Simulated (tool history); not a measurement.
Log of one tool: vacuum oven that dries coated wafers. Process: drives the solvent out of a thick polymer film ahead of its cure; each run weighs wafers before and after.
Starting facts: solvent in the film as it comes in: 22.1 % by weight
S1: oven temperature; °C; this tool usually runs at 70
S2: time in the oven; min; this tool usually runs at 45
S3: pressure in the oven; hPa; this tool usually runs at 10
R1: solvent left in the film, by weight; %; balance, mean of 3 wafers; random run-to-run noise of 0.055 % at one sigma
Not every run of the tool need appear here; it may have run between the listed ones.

run 1 hour=0 | S1=70 S2=45 S3=10 | R1=2.67
run 2 hour=34.1 | S1=70 S2=45 S3=10 | R1=2.86
run 3 hour=62.5 | S1=70 S2=45 S3=10 | R1=2.72
run 4 hour=104.4 | S1=70 S2=45 S3=10 | R1=2.73
run 5 hour=151 | S1=70 S2=45 S3=10 | R1=2.72
run 6 hour=208.6 | S1=70 S2=45 S3=10 | R1=2.77
run 7 hour=267.1 | S1=68 S2=45 S3=10 | R1=3.52
run 8 hour=311 | S1=70 S2=45 S3=10 | R1=2.81
run 9 hour=349.6 | S1=70 S2=45 S3=10 | R1=2.77
run 10 hour=391.3 | S1=70 S2=45 S3=10 | R1=2.84
run 11 hour=434.2 | S1=70 S2=45 S3=19.9 | R1=3.47
run 12 hour=483.4 | S1=70 S2=45 S3=19.9 | R1=3.5
-- hour=519.5 oven's thermocouples calibrated
run 13 hour=532.4 | S1=68 S2=45 S3=10 | R1=3.79
run 14 hour=571.8 | S1=66 S2=45 S3=10 | R1=4.61
run 15 hour=624.7 | S1=66 S2=45 S3=10 | R1=4.57
run 16 hour=678.7 | S1=65 S2=45 S3=10 | R1=4.97
run 17 hour=738.2 | S1=62 S2=26 S3=35.4 | R1=11.32
run 18 hour=767 | S1=62 S2=26 S3=35.4 | R1=11.16
-- hour=789.2 oven's thermocouples calibrated, once more
run 19 hour=800.1 | S1=66 S2=28 S3=35.4 | R1=7.94
run 20 hour=826.1 | S1=62 S2=45 S3=7.6 | R1=5.35
run 21 hour=862.2 | S1=62 S2=45 S3=7.6 | R1=5.16
run 22 hour=915.9 | S1=70 S2=73 S3=7.7 | R1=1.14
run 23 hour=961.5 | S1=70 S2=66 S3=6.7 | R1=1.17
run 24 hour=995.7 | S1=70 S2=66 S3=6.7 | R1=1.19
run 25 hour=1030.7 | S1=70 S2=66 S3=6.7 | R1=1.24
run 26 hour=1089.6 | S1=70 S2=45 S3=40 | R1=4.35
run 27 hour=1149.7 | S1=76 S2=48 S3=35.6 | R1=2.35
run 28 hour=1201.5 | S1=76 S2=27 S3=11.4 | R1=3.09
run 29 hour=1229.5 | S1=76 S2=27 S3=11.4 | R1=3.04

4 options for the next run, each taken on its own from the tool as it stands now. Forecast them:
run A hour=1263.7 | S1=70 S2=27 S3=28.3 | R1=?
run B hour=1263.7 | S1=80 S2=27 S3=11.4 | R1=?
run C hour=1263.7 | S1=70 S2=77 S3=10 | R1=?
run D hour=1263.7 | S1=70 S2=67 S3=10 | R1=?

run=A R1=6.2
run=B R1=1.86
run=C R1=1.13
run=D R1=1.36
With no hidden state in the tool, these same runs would have given:
run=A R1=5.9
run=B R1=1.66
run=C R1=0.91
run=D R1=1.12
